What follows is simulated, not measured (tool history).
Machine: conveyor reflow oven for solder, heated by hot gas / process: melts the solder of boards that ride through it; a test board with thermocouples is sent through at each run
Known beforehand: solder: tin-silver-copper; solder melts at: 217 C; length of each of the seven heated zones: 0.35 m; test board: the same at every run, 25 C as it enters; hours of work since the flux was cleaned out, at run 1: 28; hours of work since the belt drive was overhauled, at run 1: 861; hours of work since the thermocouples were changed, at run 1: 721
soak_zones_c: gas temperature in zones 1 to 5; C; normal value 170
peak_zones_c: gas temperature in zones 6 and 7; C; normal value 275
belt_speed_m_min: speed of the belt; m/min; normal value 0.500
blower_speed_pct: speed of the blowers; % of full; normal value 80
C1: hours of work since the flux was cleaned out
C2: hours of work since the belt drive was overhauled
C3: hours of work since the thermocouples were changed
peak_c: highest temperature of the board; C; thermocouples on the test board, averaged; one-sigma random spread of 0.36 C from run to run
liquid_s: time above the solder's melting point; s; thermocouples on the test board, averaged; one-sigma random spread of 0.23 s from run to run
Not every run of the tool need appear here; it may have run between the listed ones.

{"run": 1, "day": 0.0, "soak_zones_c": 170, "peak_zones_c": 275, "belt_speed_m_min": 0.5, "blower_speed_pct": 80, "C1": 28, "C2": 861, "C3": 721, "peak_c": 264.8, "liquid_s": 73.4}
{"run": 2, "day": 2.392, "soak_zones_c": 170, "peak_zones_c": 275, "belt_speed_m_min": 0.5, "blower_speed_pct": 80, "C1": 55, "C2": 887, "C3": 747, "peak_c": 264.7, "liquid_s": 73.2}
{"run": 3, "day": 3.838, "soak_zones_c": 170, "peak_zones_c": 275, "belt_speed_m_min": 0.5, "blower_speed_pct": 80, "C1": 71, "C2": 903, "C3": 763, "peak_c": 264.6, "liquid_s": 72.7}
{"run": 4, "day": 6.221, "soak_zones_c": 170, "peak_zones_c": 265, "belt_speed_m_min": 0.5, "blower_speed_pct": 80, "C1": 97, "C2": 930, "C3": 790, "peak_c": 255.5, "liquid_s": 67.4}
{"run": 5, "day": 8.696, "soak_zones_c": 170, "peak_zones_c": 275, "belt_speed_m_min": 0.5, "blower_speed_pct": 80, "C1": 125, "C2": 958, "C3": 818, "peak_c": 263.9, "liquid_s": 72.7}
{"run": 6, "day": 9.925, "soak_zones_c": 170, "peak_zones_c": 275, "belt_speed_m_min": 0.5, "blower_speed_pct": 80, "C1": 139, "C2": 971, "C3": 831, "peak_c": 263.9, "liquid_s": 72.7}
{"run": 7, "day": 11.258, "soak_zones_c": 170, "peak_zones_c": 275, "belt_speed_m_min": 0.5, "blower_speed_pct": 80, "C1": 153, "C2": 986, "C3": 846, "peak_c": 264.0, "liquid_s": 73.0}
{"run": 8, "day": 12.283, "soak_zones_c": 170, "peak_zones_c": 275, "belt_speed_m_min": 0.5, "blower_speed_pct": 80, "C1": 165, "C2": 998, "C3": 858, "peak_c": 264.4, "liquid_s": 72.1}
{"run": 9, "day": 13.5, "soak_zones_c": 170, "peak_zones_c": 275, "belt_speed_m_min": 0.5, "blower_speed_pct": 80, "C1": 178, "C2": 1011, "C3": 871, "peak_c": 263.9, "liquid_s": 72.5}
{"run": 10, "day": 14.692, "soak_zones_c": 170, "peak_zones_c": 275, "belt_speed_m_min": 0.5, "blower_speed_pct": 80, "C1": 192, "C2": 1025, "C3": 885, "peak_c": 263.3, "liquid_s": 73.0}
{"day": 15.096, "done": "flux residue cleaned out of gas plates and filters"}
{"run": 11, "day": 17.079, "soak_zones_c": 170, "peak_zones_c": 275, "belt_speed_m_min": 0.5, "blower_speed_pct": 80, "C1": 22, "C2": 1049, "C3": 909, "peak_c": 263.6, "liquid_s": 71.7}
{"day": 17.429, "done": "belt drive overhauled, speed set with a stopwatch"}
{"run": 12, "day": 19.642, "soak_zones_c": 167, "peak_zones_c": 275, "belt_speed_m_min": 0.5, "blower_speed_pct": 80, "C1": 49, "C2": 25, "C3": 936, "peak_c": 261.9, "liquid_s": 68.6}
{"day": 21.629, "done": "flux residue cleaned out of gas plates and filters, once more"}
{"run": 13, "day": 22.242, "soak_zones_c": 167, "peak_zones_c": 275, "belt_speed_m_min": 0.5, "blower_speed_pct": 65, "C1": 7, "C2": 51, "C3": 962, "peak_c": 261.2, "liquid_s": 68.1}
{"run": 14, "day": 24.092, "soak_zones_c": 167, "peak_zones_c": 275, "belt_speed_m_min": 0.5, "blower_speed_pct": 65, "C1": 27, "C2": 72, "C3": 983, "peak_c": 261.1, "liquid_s": 67.7}
{"run": 15, "day": 26.346, "soak_zones_c": 170, "peak_zones_c": 275, "belt_speed_m_min": 0.517, "blower_speed_pct": 80, "C1": 53, "C2": 97, "C3": 1008, "peak_c": 262.6, "liquid_s": 67.6}
{"run": 16, "day": 28.696, "soak_zones_c": 166, "peak_zones_c": 275, "belt_speed_m_min": 0.5, "blower_speed_pct": 88, "C1": 79, "C2": 123, "C3": 1034, "peak_c": 263.8, "liquid_s": 70.1}
{"run": 17, "day": 30.696, "soak_zones_c": 166, "peak_zones_c": 275, "belt_speed_m_min": 0.5, "blower_speed_pct": 88, "C1": 101, "C2": 146, "C3": 1057, "peak_c": 264.3, "liquid_s": 69.6}
{"run": 18, "day": 32.417, "soak_zones_c": 166, "peak_zones_c": 275, "belt_speed_m_min": 0.508, "blower_speed_pct": 69, "C1": 120, "C2": 165, "C3": 1076, "peak_c": 260.0, "liquid_s": 66.2}
{"run": 19, "day": 33.596, "soak_zones_c": 168, "peak_zones_c": 275, "belt_speed_m_min": 0.437, "blower_speed_pct": 80, "C1": 134, "C2": 178, "C3": 1089, "peak_c": 265.9, "liquid_s": 82.9}
{"run": 20, "day": 35.554, "soak_zones_c": 168, "peak_zones_c": 275, "belt_speed_m_min": 0.437, "blower_speed_pct": 80, "C1": 155, "C2": 200, "C3": 1111, "peak_c": 265.2, "liquid_s": 83.0}
{"run": 21, "day": 37.983, "soak_zones_c": 168, "peak_zones_c": 275, "belt_speed_m_min": 0.437, "blower_speed_pct": 80, "C1": 183, "C2": 227, "C3": 1138, "peak_c": 265.6, "liquid_s": 82.7}
{"run": 22, "day": 39.725, "soak_zones_c": 168, "peak_zones_c": 275, "belt_speed_m_min": 0.437, "blower_speed_pct": 80, "C1": 202, "C2": 247, "C3": 1157, "peak_c": 265.1, "liquid_s": 82.8}
{"run": 23, "day": 40.904, "soak_zones_c": 168, "peak_zones_c": 275, "belt_speed_m_min": 0.437, "blower_speed_pct": 80, "C1": 215, "C2": 260, "C3": 1171, "peak_c": 266.2, "liquid_s": 82.5}
{"run": 24, "day": 41.954, "soak_zones_c": 168, "peak_zones_c": 275, "belt_speed_m_min": 0.437, "blower_speed_pct": 80, "C1": 227, "C2": 271, "C3": 1182, "peak_c": 265.6, "liquid_s": 82.4}
{"day": 42.625, "done": "thermocouples of zones 6 and 7 changed"}
{"run": 25, "day": 43.121, "soak_zones_c": 172, "peak_zones_c": 284, "belt_speed_m_min": 0.548, "blower_speed_pct": 80, "C1": 239, "C2": 284, "C3": 6, "peak_c": 270.8, "liquid_s": 68.1}
{"run": 26, "day": 45.212, "soak_zones_c": 170, "peak_zones_c": 287, "belt_speed_m_min": 0.5, "blower_speed_pct": 90, "C1": 262, "C2": 307, "C3": 29, "peak_c": 277.3, "liquid_s": 77.0}

Across each entry between runs, compare the hidden state at the last listed run before it with the hidden state at the first listed run after it:
Run 10 -> run 11: flux residue cleaned out of gas plates and filters (day 15.096)
  heat that the gas passes to the board, % of a clean oven's: 93.7 -> 91.1; belt's true speed, % of the reading: 97.27 -> 97.2; true gas temperature in zones 6 and 7 over the reading, C: -1.03 -> -1.07
  the result without the hidden state subtracted from the measured one, peak_c: -1.5 -> -2.0 C; liquid_s: +1.2 -> +0.8 s
Run 11 -> run 12: belt drive overhauled, speed set with a stopwatch (day 17.429)
  heat that the gas passes to the board, % of a clean oven's: 91.1 -> 90.3; belt's true speed, % of the reading: 97.2 -> 99.9; true gas temperature in zones 6 and 7 over the reading, C: -1.07 -> -1.13
  the result without the hidden state subtracted from the measured one, peak_c: -2.0 -> -3.0 C; liquid_s: +0.8 -> -2.0 s
Run 12 -> run 13: flux residue cleaned out of gas plates and filters, once more (day 21.629)
  heat that the gas passes to the board, % of a clean oven's: 90.3 -> 99.3; belt's true speed, % of the reading: 99.9 -> 99.84; true gas temperature in zones 6 and 7 over the reading, C: -1.13 -> -1.18
  the result without the hidden state subtracted from the measured one, peak_c: -3.0 -> -1.2 C; liquid_s: -2.0 -> -0.6 s
Run 24 -> run 25: thermocouples of zones 6 and 7 changed (day 42.625)
  heat that the gas passes to the board, % of a clean oven's: 92.4 -> 92; belt's true speed, % of the reading: 99.25 -> 99.22; true gas temperature in zones 6 and 7 over the reading, C: -1.61 -> 0.48
  the result without the hidden state subtracted from the measured one, peak_c: -2.6 -> -1.1 C; liquid_s: -1.0 -> -0.1 s
